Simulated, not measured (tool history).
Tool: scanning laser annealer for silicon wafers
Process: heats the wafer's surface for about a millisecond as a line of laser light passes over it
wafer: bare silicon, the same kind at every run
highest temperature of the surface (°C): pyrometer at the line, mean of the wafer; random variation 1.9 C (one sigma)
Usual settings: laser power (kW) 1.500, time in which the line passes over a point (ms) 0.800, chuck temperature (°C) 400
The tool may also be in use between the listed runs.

run   hour  laser power (kW)  time in which the line passes over a point (ms)  chuck temperature (°C)  highest temperature of the surface (°C)
  1    0.0             1.500                                            0.800                     400                                     1209
  2   10.6             1.500                                            0.800                     400                                     1207
  3   15.3             1.500                                            0.800                     400                                     1209
  4   20.8             1.500                                            0.800                     400                                     1209
  5   29.9             1.500                                            0.800                     400                                     1206
  6   37.8             1.500                                            0.800                     400                                     1206
  7   42.9             1.500                                            0.800                     400                                     1203
  8   50.9             1.500                                            0.800                     400                                     1204
  9   55.9             1.500                                            0.800                     381                                     1187
 10   60.7             1.500                                            0.800                     400                                     1201
 11   67.6             1.500                                            0.800                     400                                     1199
 12   76.7             1.500                                            0.800                     400                                     1202
 13   86.0             1.500                                            0.800                     400                                     1204
 14   95.5             1.500                                            0.800                     400                                     1200
 15  105.7             1.383                                            0.825                     366                                     1096
 16  113.6             1.383                                            0.825                     366                                     1089
 17  119.7             1.383                                            0.825                     366                                     1094
 18  125.8             1.428                                            0.693                     365                                     1065
 19  133.2             1.578                                            0.670                     368                                     1156
 20  138.1             1.500                                            0.800                     437                                     1237
 21  148.1             1.500                                            0.800                     437                                     1233
 22  153.8             1.500                                            0.800                     437                                     1233
 23  161.5             1.500                                            0.800                     437                                     1231
 24  171.5             1.637                                            0.800                     400                                     1296
 25  179.1             1.486                                            0.800                     421                                     1206
 26  184.4             1.469                                            0.800                     392                                     1160
 27  195.0             1.612                                            0.688                     418                                     1237

The same runs without the tool's hidden state, with the same run-to-run variation:
The hidden state here: light that passes the window, % of a clean one's; laser's true power over the reading, %; width of the line over the set one, %; drift of the gauge itself on peak_c, C.
run  highest temperature of the surface (°C)
  1                                     1237
  2                                     1237
  3                                     1239
  4                                     1240
  5                                     1237
  6                                     1237
  7                                     1235
  8                                     1236
  9                                     1220
 10                                     1234
 11                                     1233
 12                                     1235
 13                                     1238
 14                                     1235
 15                                     1129
 16                                     1122
 17                                     1128
 18                                     1098
 19                                     1194
 20                                     1275
 21                                     1272
 22                                     1273
 23                                     1271
 24                                     1341
 25                                     1246
 26                                     1201
 27                                     1281

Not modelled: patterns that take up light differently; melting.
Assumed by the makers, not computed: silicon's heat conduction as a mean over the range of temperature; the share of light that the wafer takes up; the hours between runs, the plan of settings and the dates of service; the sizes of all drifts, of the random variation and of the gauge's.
